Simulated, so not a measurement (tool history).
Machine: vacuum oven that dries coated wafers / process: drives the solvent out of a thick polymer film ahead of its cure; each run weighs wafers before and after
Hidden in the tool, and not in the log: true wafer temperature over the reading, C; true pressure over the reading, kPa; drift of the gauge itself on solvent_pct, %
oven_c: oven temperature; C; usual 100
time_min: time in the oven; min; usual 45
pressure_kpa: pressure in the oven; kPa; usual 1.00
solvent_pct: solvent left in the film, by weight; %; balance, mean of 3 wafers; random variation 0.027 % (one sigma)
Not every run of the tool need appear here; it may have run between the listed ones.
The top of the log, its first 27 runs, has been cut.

run,hour,oven_c,time_min,pressure_kpa,hours of work since the thermocouples were calibrated,hours of work since the vacuum gauge was cleaned of residue,solvent_pct
28,1476.1,103,23,1.42,114,1619,3.13
29,1534.7,103,81,3.37,142,1647,3.10
30,1605.1,100,40,2.61,175,1681,3.41
31,1645.6,113,37,1.00,195,1700,0.95
32,1686.7,107,69,1.00,214,1720,1.15
33,1721.5,100,25,1.00,231,1736,3.29
34,1797.8,100,25,1.00,267,1772,3.33
35,1859.1,100,25,1.00,296,1802,3.29
36,1921.5,102,24,1.39,326,1831,3.15
37,1978.7,102,24,1.39,353,1859,3.17
38,2050.9,100,40,1.35,388,1893,2.38
39,2096.0,100,40,1.35,409,1915,2.39
40,2128.8,111,40,1.68,425,1930,1.48
41,2197.7,110,70,0.67,458,1963,0.89
42,2229.6,100,33,3.17,473,1978,4.25
43,2276.8,101,34,1.58,495,2001,2.65
44,2337.2,102,47,0.56,524,2029,1.29
45,2409.6,102,47,0.56,559,2064,1.33
# hour 2430.9: vacuum gauge cleaned of residue and calibrated
46,2443.8,114,79,2.35,574,6,1.24
47,2486.1,102,80,0.51,594,26,0.47

4 ways to go on from here, each from the tool as it stands after run 47. What would each give?
A,2527.1,102,80,1.24,614,46,?
B,2527.1,115,76,0.75,614,46,?
C,2527.1,100,50,1.00,614,46,?
D,2527.1,114,36,0.68,614,46,?

run,solvent_pct
A,1.02
B,0.41
C,1.20
D,0.37
With the hidden condition removed and each run's random variation left untouched, the same runs would have given:
run,solvent_pct
A,1.03
B,0.40
C,1.23
D,0.37

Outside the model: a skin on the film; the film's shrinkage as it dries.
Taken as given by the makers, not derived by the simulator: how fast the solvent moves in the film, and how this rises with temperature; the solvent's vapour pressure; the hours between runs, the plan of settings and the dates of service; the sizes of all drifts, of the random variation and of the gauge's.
